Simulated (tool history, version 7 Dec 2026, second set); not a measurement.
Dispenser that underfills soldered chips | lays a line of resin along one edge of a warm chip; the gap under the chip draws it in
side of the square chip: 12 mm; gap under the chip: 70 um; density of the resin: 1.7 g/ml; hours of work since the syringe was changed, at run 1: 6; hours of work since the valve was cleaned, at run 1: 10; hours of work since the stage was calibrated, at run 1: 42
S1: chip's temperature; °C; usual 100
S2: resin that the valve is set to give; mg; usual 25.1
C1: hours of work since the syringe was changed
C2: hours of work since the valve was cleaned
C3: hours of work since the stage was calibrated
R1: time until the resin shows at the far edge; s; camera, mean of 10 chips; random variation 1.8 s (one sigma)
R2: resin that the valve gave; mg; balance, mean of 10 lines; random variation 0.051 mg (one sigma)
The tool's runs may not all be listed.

run	hour	S1	S2	C1	C2	C3	R1	R2
1	0	100	25.1	6	10	42	242.5	24.93
# hour 4.5: new syringe of resin
2	6.9	100	25.1	2	15	46	197.9	24.92
3	14.9	100	25.1	7	20	52	263.2	24.88
# hour 17.7: new syringe of resin
4	22.9	100	24.6	4	25	57	219.2	24.4
5	29.3	110	25.1	8	30	61	207	24.7
# hour 30.8: new syringe of resin
6	35.7	110	25.1	3	34	65	164	24.68
7	42.6	100	27.4	8	38	70	274.8	26.98
# hour 44.1: new syringe of resin
8	51.2	100	27.4	5	44	76	231.3	26.95
# hour 55.2: dispensing valve cleaned and set on the balance
9	56	100	27.4	7	1	78	260.2	27.41
# hour 58.2: new syringe of resin
10	60.9	100	27.4	2	4	81	192.2	27.33
11	68.7	100	27.4	7	9	87	260.2	27.33
# hour 71.5: new syringe of resin
12	75.5	100	27.4	3	13	91	205.1	27.22
13	82.3	100	22.3	7	18	96	273.3	22.09
# hour 84.5: new syringe of resin
14	88.6	100	22.3	3	22	100	212.9	22.03
15	97	100	28.9	8	28	106	271	28.5
# hour 97.9: new syringe of resin
16	104.5	112	24.6	4	33	111	165.7	24.14
# hour 111.2: new syringe of resin
17	111.4	112	24.6	0	37	115	133.8	24.23
18	117.8	113	25.1	4	42	119	157.7	24.57
19	121.4	113	25.1	7	44	122	180.6	24.49
# hour 124.4: new syringe of resin
# hour 126.2: dispensing valve cleaned and set on the balance
20	131	87	25.1	4	3	128	309.2	25.06
# hour 138.4: new syringe of resin
21	138.8	88	23.1	0	8	133	255.8	22.96
22	144.4	88	23.1	4	12	136	308.7	22.9
23	148	99	23.8	7	15	139	256.1	23.6
# hour 151.8: new syringe of resin
24	156.6	99	23.8	3	20	145	216	23.56
25	163.7	111	25.1	8	25	149	194.1	24.88
# hour 165.3: new syringe of resin
26	170	111	25.1	3	29	153	158.4	24.85
27	177.2	89	22.2	8	34	158	381.4	21.83
# hour 178.5: new syringe of resin
28	184.4	89	26.6	4	39	163	298.1	26.2
# hour 191.8: new syringe of resin
29	192	86	28.1	0	44	168	259.7	27.62
# hour 196.8: dispensing valve cleaned and set on the balance
30	198.5	86	28.1	4	1	172	312.5	28.05

Forecast each of these 4 alternatives for the next run:
A	204.1	105	30.3	8	5	176	?	?
B	204.1	103	25.1	8	5	176	?	?
C	204.1	103	21.9	8	5	176	?	?
D	204.1	111	25.1	8	5	176	?	?

run	R1	R2
A	219.2	30.2
B	241.7	24.99
C	248.5	21.81
D	195.7	24.97
Without the tool's hidden state the same runs would have given:
run	R1	R2
A	150.8	30.33
B	166.1	25.1
C	170.8	21.91
D	134.5	25.08
